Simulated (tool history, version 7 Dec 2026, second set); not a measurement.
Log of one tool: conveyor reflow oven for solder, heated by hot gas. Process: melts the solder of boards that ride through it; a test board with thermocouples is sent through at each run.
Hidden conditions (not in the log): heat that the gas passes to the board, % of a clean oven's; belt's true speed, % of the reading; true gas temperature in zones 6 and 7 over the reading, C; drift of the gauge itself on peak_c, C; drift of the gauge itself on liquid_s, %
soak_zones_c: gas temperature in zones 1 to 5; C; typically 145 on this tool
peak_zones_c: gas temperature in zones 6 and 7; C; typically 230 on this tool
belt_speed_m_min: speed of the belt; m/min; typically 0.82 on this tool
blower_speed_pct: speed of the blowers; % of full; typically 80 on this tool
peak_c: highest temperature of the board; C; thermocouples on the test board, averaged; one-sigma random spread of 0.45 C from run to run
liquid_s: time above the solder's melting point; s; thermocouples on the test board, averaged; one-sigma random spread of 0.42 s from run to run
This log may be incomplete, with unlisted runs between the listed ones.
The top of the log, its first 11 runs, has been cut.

run    hour  soak_zones_c  peak_zones_c  belt_speed_m_min  blower_speed_pct  hours of work since the flux was cleaned out  hours of work since the belt drive was overhauled  hours of work since the thermocouples were changed  peak_c  liquid_s
 12   584.7           145           230              0.82                80                                            97                                                749                                                 704   215.7      44.8
 13   622.5           145           230              0.82                80                                           119                                                772                                                 726   214.8      43.5
 14   705.3           145           230              0.82                80                                           167                                                820                                                 775   215.7        44
 15   789.4           145           230              0.82                80                                           217                                                870                                                 824   214.8      44.8
 16   871.9           132           230              0.82                50                                           265                                                918                                                 873   203.5      30.8
 17   923.8           132           230              0.82                50                                           296                                                949                                                 903   204.4      30.1
      991.6  -- flux residue cleaned out of gas plates and filters
 18    1002           145           231              0.82                58                                             6                                                992                                                 946   210.6      40.7
 19  1036.6           156           242              0.82                58                                            26                                               1012                                                 966   222.2      51.5
 20  1093.9           156           242              0.82                58                                            60                                               1046                                                1000   222.6      52.9
 21  1147.7           156           244              0.82                68                                            92                                               1077                                                1032     227      53.9
 22    1216           156           244             0.954                68                                           132                                               1117                                                1072   221.8      44.1
 23  1287.9           151           222              0.82                80                                           174                                               1160                                                1114   209.3      42.1
 24  1323.4           134           222             0.885                90                                           195                                               1180                                                1135   205.3      31.5
 25  1373.6           133           239             0.885                74                                           224                                               1210                                                1164   216.4      38.6
 26    1440           152           239             0.777                55                                           263                                               1249                                                1203   219.6      52.1
 27  1513.5           152           239             0.777                55                                           306                                               1292                                                1247     220      50.7
     1563.3  -- flux residue cleaned out of gas plates and filters
 28  1587.5           145           228              0.82                69                                            14                                               1332                                                1287   211.1      40.7
 29  1669.4           149           228             0.887                68                                            62                                               1381                                                1335     210        38
     1696.6  -- belt drive overhauled, speed set with a stopwatch
 30  1731.2           133           220             0.736                80                                            96                                                 20                                                1369   207.1      41.6

3 options for the next run, each taken on its own from the tool as it stands now. Forecast them:
  A  1768.1           135           230             0.823                80                                           118                                                 42                                                1391       ?         ?
  B  1768.1           133           227              0.77                80                                           118                                                 42                                                1391       ?         ?
  C  1768.1           138           230             0.786                68                                           118                                                 42                                                1391       ?         ?

run  peak_c  liquid_s
  A   212.9      39.9
  B   212.7      41.7
  C   212.3      42.3
Without the tool's unlogged condition, the same runs would have read:
run  peak_c  liquid_s
  A   212.9      39.9
  B   212.6      41.7
  C   212.3      42.2
